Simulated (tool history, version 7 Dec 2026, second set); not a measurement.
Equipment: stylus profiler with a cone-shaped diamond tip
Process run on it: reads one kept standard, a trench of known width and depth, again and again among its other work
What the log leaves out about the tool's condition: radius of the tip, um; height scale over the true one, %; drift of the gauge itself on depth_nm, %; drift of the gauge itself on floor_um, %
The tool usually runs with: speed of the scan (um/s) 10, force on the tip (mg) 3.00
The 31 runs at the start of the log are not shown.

| run | day | speed of the scan (um/s) | force on the tip (mg) | scans with this tip | hours of work since the height scale was calibrated | depth of the trench (nm) | width of the trench's floor (nm) |
|---|---|---|---|---|---|---|---|
| 32 | 77.933 | 19 | 2.90 | 10585 | 421 | 1008.41 | 24140 |
| 33 | 79.688 | 3 | 6.31 | 10701 | 443 | 1013.50 | 24220 |
| 34 | 82.004 | 3 | 6.31 | 10855 | 471 | 1013.61 | 24180 |
| 35 | 83.833 | 26 | 7.23 | 10976 | 493 | 1014.67 | 24050 |
| 36 | 85.404 | 26 | 7.23 | 11080 | 512 | 1014.81 | 24110 |
| 37 | 86.854 | 24 | 3.12 | 11176 | 529 | 1009.12 | 24070 |
| 38 | 89.512 | 16 | 1.84 | 11353 | 562 | 1007.00 | 24070 |
| 39 | 91.792 | 16 | 1.84 | 11504 | 589 | 1007.20 | 24030 |
| 40 | 94.454 | 16 | 1.84 | 11680 | 622 | 1006.94 | 24020 |
| 41 | 97.617 | 5 | 1.06 | 11890 | 660 | 1005.30 | 24060 |
| 42 | 99.617 | 2 | 3.43 | 12023 | 684 | 1009.76 | 24030 |
| 43 | 102.058 | 35 | 2.06 | 12184 | 714 | 1007.64 | 23900 |
| 44 | 105.350 | 10 | 4.61 | 12403 | 754 | 1011.76 | 23990 |
| 45 | 108.629 | 3 | 4.61 | 12620 | 793 | 1011.83 | 23970 |
| 46 | 110.904 | 3 | 4.61 | 12771 | 821 | 1011.57 | 23900 |
| 47 | 113.629 | 5 | 3.09 | 12951 | 854 | 1009.34 | 23950 |

Alternative continuations, all from the tool just after run 47; predict every row:
| A | 115.879 | 4 | 8.54 | 13101 | 881 | ? | ? |
| B | 115.879 | 19 | 3.25 | 13101 | 881 | ? | ? |
| C | 115.879 | 6 | 2.11 | 13101 | 881 | ? | ? |

| run | depth of the trench (nm) | width of the trench's floor (nm) |
|---|---|---|
| A | 1017.15 | 23850 |
| B | 1009.71 | 23850 |
| C | 1007.77 | 23870 |
With no hidden state in the tool, these same runs would have given:
| run | depth of the trench (nm) | width of the trench's floor (nm) |
|---|---|---|
| A | 1015.19 | 25950 |
| B | 1007.76 | 25950 |
| C | 1005.82 | 25970 |
